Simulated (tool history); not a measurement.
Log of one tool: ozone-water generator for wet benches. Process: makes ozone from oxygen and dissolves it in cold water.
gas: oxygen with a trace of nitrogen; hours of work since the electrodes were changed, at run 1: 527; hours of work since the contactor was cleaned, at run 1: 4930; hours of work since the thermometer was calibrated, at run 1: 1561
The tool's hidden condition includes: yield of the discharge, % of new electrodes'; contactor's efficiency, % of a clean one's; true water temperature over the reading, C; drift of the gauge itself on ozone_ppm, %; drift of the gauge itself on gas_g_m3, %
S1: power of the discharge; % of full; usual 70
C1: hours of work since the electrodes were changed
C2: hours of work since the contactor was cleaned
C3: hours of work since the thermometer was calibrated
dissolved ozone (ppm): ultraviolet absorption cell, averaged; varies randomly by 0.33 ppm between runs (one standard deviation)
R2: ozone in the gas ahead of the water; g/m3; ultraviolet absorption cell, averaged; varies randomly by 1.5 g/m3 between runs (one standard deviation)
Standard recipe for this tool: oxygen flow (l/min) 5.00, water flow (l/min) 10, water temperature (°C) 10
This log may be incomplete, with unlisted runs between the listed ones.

{"run": 1, "hour": 0.0, "S1": 70, "oxygen flow (l/min)": 5.0, "water flow (l/min)": 10, "water temperature (°C)": 10, "C1": 527, "C2": 4930, "C3": 1561, "dissolved ozone (ppm)": 49.8, "R2": 273.4}
{"run": 2, "hour": 21.9, "S1": 70, "oxygen flow (l/min)": 5.0, "water flow (l/min)": 10, "water temperature (°C)": 10, "C1": 542, "C2": 4944, "C3": 1576, "dissolved ozone (ppm)": 50.0, "R2": 270.3}
{"run": 3, "hour": 58.6, "S1": 70, "oxygen flow (l/min)": 5.0, "water flow (l/min)": 10, "water temperature (°C)": 10, "C1": 566, "C2": 4969, "C3": 1600, "dissolved ozone (ppm)": 50.3, "R2": 271.3}
{"run": 4, "hour": 75.1, "S1": 62, "oxygen flow (l/min)": 5.0, "water flow (l/min)": 10, "water temperature (°C)": 10, "C1": 577, "C2": 4980, "C3": 1611, "dissolved ozone (ppm)": 44.6, "R2": 244.2}
{"run": 5, "hour": 104.9, "S1": 70, "oxygen flow (l/min)": 5.0, "water flow (l/min)": 10, "water temperature (°C)": 10, "C1": 597, "C2": 4999, "C3": 1630, "dissolved ozone (ppm)": 50.0, "R2": 270.3}
{"hour": 108.7, "done": "water thermometer calibrated"}
{"run": 6, "hour": 126.3, "S1": 70, "oxygen flow (l/min)": 5.0, "water flow (l/min)": 10, "water temperature (°C)": 10, "C1": 610, "C2": 5013, "C3": 12, "dissolved ozone (ppm)": 49.6, "R2": 268.7}
{"run": 7, "hour": 153.7, "S1": 70, "oxygen flow (l/min)": 5.0, "water flow (l/min)": 10, "water temperature (°C)": 10, "C1": 629, "C2": 5031, "C3": 30, "dissolved ozone (ppm)": 49.7, "R2": 272.3}
{"run": 8, "hour": 191.1, "S1": 70, "oxygen flow (l/min)": 5.0, "water flow (l/min)": 10, "water temperature (°C)": 10, "C1": 653, "C2": 5056, "C3": 54, "dissolved ozone (ppm)": 50.0, "R2": 270.9}
{"hour": 218.2, "done": "water thermometer calibrated, once more"}
{"run": 9, "hour": 223.9, "S1": 70, "oxygen flow (l/min)": 5.0, "water flow (l/min)": 10, "water temperature (°C)": 10, "C1": 675, "C2": 5077, "C3": 4, "dissolved ozone (ppm)": 49.6, "R2": 270.6}
{"run": 10, "hour": 251.4, "S1": 69, "oxygen flow (l/min)": 3.41, "water flow (l/min)": 10, "water temperature (°C)": 16, "C1": 693, "C2": 5095, "C3": 22, "dissolved ozone (ppm)": 46.6, "R2": 336.4}
{"run": 11, "hour": 282.6, "S1": 70, "oxygen flow (l/min)": 5.0, "water flow (l/min)": 10, "water temperature (°C)": 5, "C1": 713, "C2": 5116, "C3": 43, "dissolved ozone (ppm)": 54.7, "R2": 271.7}
{"run": 12, "hour": 302.4, "S1": 62, "oxygen flow (l/min)": 3.8, "water flow (l/min)": 7, "water temperature (°C)": 15, "C1": 726, "C2": 5129, "C3": 56, "dissolved ozone (ppm)": 54.1, "R2": 287.4}
{"run": 13, "hour": 319.1, "S1": 63, "oxygen flow (l/min)": 5.24, "water flow (l/min)": 15, "water temperature (°C)": 7, "C1": 737, "C2": 5140, "C3": 67, "dissolved ozone (ppm)": 34.0, "R2": 240.2}

Below are 5 alternative next runs, each starting from the tool's condition after run 13. Predict each:
{"run": "A", "hour": 346.4, "S1": 70, "oxygen flow (l/min)": 3.26, "water flow (l/min)": 10, "water temperature (°C)": 10, "C1": 755, "C2": 5158, "C3": 85, "dissolved ozone (ppm)": "?", "R2": "?"}
{"run": "B", "hour": 346.4, "S1": 49, "oxygen flow (l/min)": 5.0, "water flow (l/min)": 7, "water temperature (°C)": 10, "C1": 755, "C2": 5158, "C3": 85, "dissolved ozone (ppm)": "?", "R2": "?"}
{"run": "C", "hour": 346.4, "S1": 98, "oxygen flow (l/min)": 3.55, "water flow (l/min)": 16, "water temperature (°C)": 10, "C1": 755, "C2": 5158, "C3": 85, "dissolved ozone (ppm)": "?", "R2": "?"}
{"run": "D", "hour": 346.4, "S1": 59, "oxygen flow (l/min)": 5.24, "water flow (l/min)": 8, "water temperature (°C)": 11, "C1": 755, "C2": 5158, "C3": 85, "dissolved ozone (ppm)": "?", "R2": "?"}
{"run": "E", "hour": 346.4, "S1": 70, "oxygen flow (l/min)": 7.13, "water flow (l/min)": 14, "water temperature (°C)": 10, "C1": 755, "C2": 5158, "C3": 85, "dissolved ozone (ppm)": "?", "R2": "?"}

run=A dissolved_ozone_(ppm)=52.1 R2=346.9
run=B dissolved_ozone_(ppm)=46.2 R2=199.9
run=C dissolved_ozone_(ppm)=44.5 R2=439.7
run=D dissolved_ozone_(ppm)=49.1 R2=226.4
run=E dissolved_ozone_(ppm)=36.7 R2=218.5
Stripped of hidden state, with their random variation kept, the same runs would have yielded:
run=A dissolved_ozone_(ppm)=54.7 R2=352.8
run=B dissolved_ozone_(ppm)=47.8 R2=202.3
run=C dissolved_ozone_(ppm)=47.6 R2=449.3
run=D dissolved_ozone_(ppm)=51.0 R2=229.7
run=E dissolved_ozone_(ppm)=38.9 R2=222.2
